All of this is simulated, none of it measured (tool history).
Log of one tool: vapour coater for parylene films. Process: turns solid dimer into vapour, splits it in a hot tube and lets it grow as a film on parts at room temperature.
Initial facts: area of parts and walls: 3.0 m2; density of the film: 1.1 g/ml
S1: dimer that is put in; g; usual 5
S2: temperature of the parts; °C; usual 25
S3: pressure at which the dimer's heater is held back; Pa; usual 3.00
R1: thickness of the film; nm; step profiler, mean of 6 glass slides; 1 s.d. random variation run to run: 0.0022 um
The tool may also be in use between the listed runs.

| run | hour | S1 | S2 | S3 | R1 |
|---|---|---|---|---|---|
| 1 | 0.0 | 5 | 25 | 3.00 | 1107 |
| 2 | 15.5 | 5 | 25 | 3.00 | 1106 |
| 3 | 27.0 | 5 | 25 | 8.21 | 937 |
| 4 | 33.4 | 5 | 25 | 8.21 | 937 |
| 5 | 47.5 | 5 | 25 | 8.21 | 935 |
| 6 | 55.0 | 5 | 25 | 8.21 | 934 |
| 7 | 67.4 | 5 | 25 | 8.21 | 932 |
| 8 | 78.8 | 5 | 25 | 2.85 | 1109 |
| 9 | 87.0 | 5 | 25 | 2.85 | 1108 |
| 10 | 96.3 | 5 | 25 | 2.85 | 1107 |
| 11 | 104.8 | 5 | 25 | 2.85 | 1102 |
| 12 | 118.6 | 5 | 22 | 3.00 | 1183 |
| 13 | 125.6 | 5 | 25 | 3.00 | 1091 |
| 14 | 137.1 | 5 | 25 | 3.00 | 1093 |
| 15 | 148.0 | 5 | 25 | 2.11 | 1153 |
| 16 | 155.5 | 5 | 25 | 2.11 | 1156 |
| 17 | 169.7 | 5 | 25 | 3.00 | 1087 |
| 18 | 179.6 | 8 | 25 | 3.00 | 1737 |
| 19 | 194.4 | 8 | 25 | 3.00 | 1738 |
| 20 | 207.6 | 8 | 25 | 3.00 | 1738 |
| 21 | 220.4 | 5 | 25 | 3.00 | 1085 |
| 22 | 229.2 | 5 | 25 | 3.00 | 1085 |
| 23 | 240.0 | 5 | 25 | 3.00 | 1080 |
| 24 | 251.1 | 5 | 33 | 5.84 | 787 |
|  | 263.3 | trap's valve overhauled |
| 25 | 263.3 | 4 | 30 | 10.19 | 646 |
| 26 | 269.7 | 5 | 30 | 3.12 | 986 |
| 27 | 278.9 | 8 | 25 | 6.32 | 1600 |
| 28 | 286.0 | 6 | 25 | 2.82 | 1371 |
| 29 | 297.6 | 3 | 19 | 6.39 | 698 |
| 30 | 312.0 | 3 | 20 | 6.39 | 679 |
| 31 | 318.9 | 3 | 20 | 6.39 | 680 |
| 32 | 330.3 | 3 | 18 | 6.15 | 721 |
| 33 | 338.1 | 6 | 34 | 6.33 | 942 |
| 34 | 349.2 | 3 | 25 | 3.06 | 669 |
| 35 | 358.2 | 2 | 27 | 3.06 | 425 |
| 36 | 368.4 | 2 | 17 | 4.51 | 513 |
| 37 | 380.6 | 2 | 17 | 4.51 | 516 |
| 38 | 395.9 | 3 | 34 | 3.40 | 519 |
| 39 | 411.1 | 3 | 34 | 3.40 | 517 |
| 40 | 420.5 | 3 | 34 | 3.40 | 522 |
| 41 | 429.2 | 3 | 25 | 3.00 | 668 |
| 42 | 437.7 | 3 | 25 | 3.00 | 666 |
| 43 | 447.3 | 4 | 19 | 4.87 | 964 |
| 44 | 459.2 | 6 | 36 | 9.75 | 821 |
| 45 | 470.8 | 3 | 20 | 5.62 | 684 |
| 46 | 484.2 | 2 | 20 | 5.85 | 451 |

Subtracting, for every run, the result it would have given without the tool's unlogged condition from the measured result gives the following. The same run-to-run variation enters both numbers; the gauge's scatter may not:
Unlogged tool condition in this case: vapour lost through the trap's worn valve, %; true temperature of the parts over the reading, C; drift of the gauge itself on film_um, %.
| run | R1 |
|---|---|
| 1 | -10 |
| 2 | -12 |
| 3 | -11 |
| 4 | -11 |
| 5 | -13 |
| 6 | -13 |
| 7 | -14 |
| 8 | -19 |
| 9 | -20 |
| 10 | -21 |
| 11 | -21 |
| 12 | -24 |
| 13 | -24 |
| 14 | -25 |
| 15 | -28 |
| 16 | -28 |
| 17 | -28 |
| 18 | -47 |
| 19 | -49 |
| 20 | -51 |
| 21 | -33 |
| 22 | -34 |
| 23 | -35 |
| 24 | -26 |
| 25 | +8 |
| 26 | +12 |
| 27 | +17 |
| 28 | +14 |
| 29 | +6 |
| 30 | +5 |
| 31 | +5 |
| 32 | +4 |
| 33 | +5 |
| 34 | +3 |
| 35 | +2 |
| 36 | +2 |
| 37 | +1 |
| 38 | +0 |
| 39 | +0 |
| 40 | -1 |
| 41 | -1 |
| 42 | -2 |
| 43 | -4 |
| 44 | -4 |
| 45 | -4 |
| 46 | -4 |

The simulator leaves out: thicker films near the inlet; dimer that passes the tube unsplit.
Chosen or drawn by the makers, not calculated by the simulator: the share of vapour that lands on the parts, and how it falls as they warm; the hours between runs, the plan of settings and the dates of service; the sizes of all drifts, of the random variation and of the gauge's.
